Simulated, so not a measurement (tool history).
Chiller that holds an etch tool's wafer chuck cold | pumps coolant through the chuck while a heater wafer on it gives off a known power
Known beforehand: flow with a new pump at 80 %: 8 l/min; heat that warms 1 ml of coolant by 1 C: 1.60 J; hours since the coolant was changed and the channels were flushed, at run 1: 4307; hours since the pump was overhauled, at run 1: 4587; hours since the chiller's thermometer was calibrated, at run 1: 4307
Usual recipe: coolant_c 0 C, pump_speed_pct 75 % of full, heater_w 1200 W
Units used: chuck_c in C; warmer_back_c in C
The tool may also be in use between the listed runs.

run	hour	coolant_c	pump_speed_pct	heater_w	hours since the coolant was changed and the channels were flushed	hours since the pump was overhauled	hours since the chiller's thermometer was calibrated	chuck_c	warmer_back_c
1	0.0	0	75	1200	4307	4587	4307	16.8	6.09
2	184.2	0	75	1200	4491	4772	4491	16.7	6.03
3	372.5	-2	75	1200	4679	4960	4679	14.8	6.04
# hour 520.0: coolant pump overhauled
4	527.1	0	75	1200	4829	7	4829	16.8	6.09
5	615.5	0	75	1200	4917	96	4917	16.7	6.06
6	744.3	0	75	1200	5046	224	5046	16.7	6.00
7	874.1	0	75	1200	5176	354	5176	16.7	6.07
# hour 1039.9: coolant changed, channels flushed
# hour 1065.5: chiller's thermometer calibrated
8	1065.5	0	74	1200	25	539	0	16.8	6.20
9	1202.7	0	74	1200	162	676	137	17.0	6.14
10	1305.7	0	74	1200	265	779	240	17.1	6.13
11	1387.5	-9	69	1328	347	860	322	11.0	7.30
12	1480.6	6	71	1571	440	954	415	28.7	8.43
13	1571.3	6	71	1571	530	1044	506	28.9	8.45
14	1718.2	-5	71	645	677	1191	653	4.3	3.46

Run 15 comes next. What will it give?
15	1829.7	-5	95	819	789	1303	764	?	?

{"run 15": {"chuck_c": 4.6, "warmer_back_c": 3.14}}
Without the tool's hidden state the same run would have given chuck_c 4.6 C, warmer_back_c 3.14 C.

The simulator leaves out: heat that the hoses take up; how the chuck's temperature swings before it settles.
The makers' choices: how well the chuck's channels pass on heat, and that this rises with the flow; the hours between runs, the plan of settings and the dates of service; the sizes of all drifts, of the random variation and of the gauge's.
